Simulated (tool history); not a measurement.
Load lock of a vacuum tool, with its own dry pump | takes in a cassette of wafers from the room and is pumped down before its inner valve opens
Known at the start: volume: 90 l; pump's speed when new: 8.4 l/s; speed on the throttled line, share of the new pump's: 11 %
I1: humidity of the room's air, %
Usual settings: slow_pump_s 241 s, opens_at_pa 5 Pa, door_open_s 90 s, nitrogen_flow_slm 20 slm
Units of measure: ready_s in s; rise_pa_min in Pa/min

run 1 hour=0.0 | slow_pump_s=241 opens_at_pa=5 door_open_s=90 nitrogen_flow_slm=20 | I1=45.7 | ready_s=334.9 rise_pa_min=0.134
run 2 hour=134.7 | slow_pump_s=241 opens_at_pa=9 door_open_s=90 nitrogen_flow_slm=20 | I1=47.1 | ready_s=325.6 rise_pa_min=0.142
run 3 hour=284.0 | slow_pump_s=241 opens_at_pa=9 door_open_s=90 nitrogen_flow_slm=20 | I1=43.4 | ready_s=326.4 rise_pa_min=0.135
run 4 hour=359.3 | slow_pump_s=241 opens_at_pa=5 door_open_s=90 nitrogen_flow_slm=15 | I1=42.2 | ready_s=336.1 rise_pa_min=0.143
run 5 hour=475.1 | slow_pump_s=241 opens_at_pa=5 door_open_s=90 nitrogen_flow_slm=6 | I1=47.5 | ready_s=335.6 rise_pa_min=0.160
run 6 hour=601.2 | slow_pump_s=241 opens_at_pa=5 door_open_s=90 nitrogen_flow_slm=34 | I1=46.9 | ready_s=334.4 rise_pa_min=0.148
run 7 hour=682.0 | slow_pump_s=241 opens_at_pa=5 door_open_s=90 nitrogen_flow_slm=20 | I1=37.9 | ready_s=336.8 rise_pa_min=0.148
run 8 hour=813.2 | slow_pump_s=241 opens_at_pa=5 door_open_s=90 nitrogen_flow_slm=20 | I1=45.0 | ready_s=336.7 rise_pa_min=0.158
run 9 hour=904.0 | slow_pump_s=199 opens_at_pa=5 door_open_s=38 nitrogen_flow_slm=20 | I1=45.8 | ready_s=300.3 rise_pa_min=0.156
run 10 hour=1033.9 | slow_pump_s=241 opens_at_pa=5 door_open_s=40 nitrogen_flow_slm=20 | I1=47.2 | ready_s=336.1 rise_pa_min=0.148
run 11 hour=1095.2 | slow_pump_s=241 opens_at_pa=5 door_open_s=158 nitrogen_flow_slm=31 | I1=42.8 | ready_s=336.8 rise_pa_min=0.160
run 12 hour=1195.5 | slow_pump_s=241 opens_at_pa=5 door_open_s=158 nitrogen_flow_slm=31 | I1=40.0 | ready_s=334.8 rise_pa_min=0.165
run 13 hour=1308.3 | slow_pump_s=141 opens_at_pa=5 door_open_s=90 nitrogen_flow_slm=4 | I1=44.0 | ready_s=250.0 rise_pa_min=0.180
run 14 hour=1385.9 | slow_pump_s=163 opens_at_pa=7 door_open_s=90 nitrogen_flow_slm=20 | I1=48.3 | ready_s=262.6 rise_pa_min=0.178
run 15 hour=1484.6 | slow_pump_s=164 opens_at_pa=10 door_open_s=72 nitrogen_flow_slm=42 | I1=45.9 | ready_s=258.9 rise_pa_min=0.167

Alternative continuations, all from the tool just after run 15; predict every row:
run A hour=1592.0 | slow_pump_s=164 opens_at_pa=10 door_open_s=72 nitrogen_flow_slm=16 | I1=45.4 | ready_s=? rise_pa_min=?
run B hour=1592.0 | slow_pump_s=130 opens_at_pa=10 door_open_s=72 nitrogen_flow_slm=42 | I1=44.2 | ready_s=? rise_pa_min=?
run C hour=1592.0 | slow_pump_s=159 opens_at_pa=5 door_open_s=74 nitrogen_flow_slm=42 | I1=48.4 | ready_s=? rise_pa_min=?

run=A ready_s=258.8 rise_pa_min=0.184
run=B ready_s=230.7 rise_pa_min=0.173
run=C ready_s=264.6 rise_pa_min=0.173
With the hidden condition removed and each run's random variation left untouched, the same runs would have given:
run=A ready_s=244.3 rise_pa_min=0.028
run=B ready_s=215.5 rise_pa_min=0.014
run=C ready_s=248.3 rise_pa_min=0.013

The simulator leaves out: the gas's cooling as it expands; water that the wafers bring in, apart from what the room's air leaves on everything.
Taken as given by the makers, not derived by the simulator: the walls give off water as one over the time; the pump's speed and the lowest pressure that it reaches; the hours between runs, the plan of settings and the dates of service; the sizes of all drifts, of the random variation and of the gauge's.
